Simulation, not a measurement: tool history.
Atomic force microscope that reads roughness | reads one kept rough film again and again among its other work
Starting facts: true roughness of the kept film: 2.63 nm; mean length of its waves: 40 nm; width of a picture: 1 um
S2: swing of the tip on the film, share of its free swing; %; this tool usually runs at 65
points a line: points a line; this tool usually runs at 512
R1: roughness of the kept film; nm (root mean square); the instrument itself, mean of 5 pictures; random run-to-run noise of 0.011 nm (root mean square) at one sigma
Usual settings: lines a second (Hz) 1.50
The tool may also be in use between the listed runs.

run 1 hour=0.0 | lines_a_second_(Hz)=1.50 S2=65 points_a_line=512 | R1=2.304
-- hour=36.1 new tip fitted
run 2 hour=44.5 | lines_a_second_(Hz)=1.50 S2=65 points_a_line=512 | R1=2.361
-- hour=86.4 new tip fitted
run 3 hour=106.3 | lines_a_second_(Hz)=1.50 S2=65 points_a_line=512 | R1=2.242
-- hour=134.6 new tip fitted
run 4 hour=179.5 | lines_a_second_(Hz)=1.50 S2=65 points_a_line=512 | R1=2.069
-- hour=185.9 new tip fitted
-- hour=232.7 new tip fitted
run 5 hour=238.9 | lines_a_second_(Hz)=2.03 S2=65 points_a_line=512 | R1=2.312
-- hour=283.5 new tip fitted
run 6 hour=296.7 | lines_a_second_(Hz)=1.50 S2=65 points_a_line=512 | R1=2.318
-- hour=334.0 new tip fitted
run 7 hour=356.3 | lines_a_second_(Hz)=1.50 S2=65 points_a_line=512 | R1=2.213
-- hour=380.8 new tip fitted
-- hour=430.4 new tip fitted
run 8 hour=438.6 | lines_a_second_(Hz)=1.50 S2=65 points_a_line=512 | R1=2.332
-- hour=472.3 height scale calibrated on a step standard
-- hour=482.8 new tip fitted
run 9 hour=493.2 | lines_a_second_(Hz)=1.50 S2=72 points_a_line=512 | R1=2.293
-- hour=533.0 new tip fitted
run 10 hour=537.5 | lines_a_second_(Hz)=1.50 S2=72 points_a_line=397 | R1=2.346
-- hour=581.3 new tip fitted
run 11 hour=581.8 | lines_a_second_(Hz)=2.26 S2=59 points_a_line=410 | R1=2.422
-- hour=634.9 new tip fitted
run 12 hour=647.7 | lines_a_second_(Hz)=0.78 S2=69 points_a_line=553 | R1=2.353
-- hour=681.6 new tip fitted
run 13 hour=721.8 | lines_a_second_(Hz)=1.41 S2=84 points_a_line=512 | R1=2.003
-- hour=728.3 new tip fitted
-- hour=775.4 new tip fitted
run 14 hour=775.4 | lines_a_second_(Hz)=1.64 S2=65 points_a_line=351 | R1=2.419
-- hour=826.9 new tip fitted
run 15 hour=838.6 | lines_a_second_(Hz)=1.64 S2=65 points_a_line=351 | R1=2.320
-- hour=877.0 new tip fitted
run 16 hour=907.9 | lines_a_second_(Hz)=1.50 S2=65 points_a_line=876 | R1=2.165
-- hour=926.0 new tip fitted
run 17 hour=951.7 | lines_a_second_(Hz)=1.50 S2=65 points_a_line=431 | R1=2.214

Per-run results on a tool with no hidden state, each run keeping its own random variation:
Unlogged tool condition in this case: radius of the tip, nm; height scale over the true one, %; drift of the gauge itself on roughness_nm, %.
run=1 R1=2.430
run=2 R1=2.443
run=3 R1=2.424
run=4 R1=2.433
run=5 R1=2.395
run=6 R1=2.435
run=7 R1=2.437
run=8 R1=2.407
run=9 R1=2.392
run=10 R1=2.387
run=11 R1=2.435
run=12 R1=2.458
run=13 R1=2.288
run=14 R1=2.424
run=15 R1=2.425
run=16 R1=2.432
run=17 R1=2.441
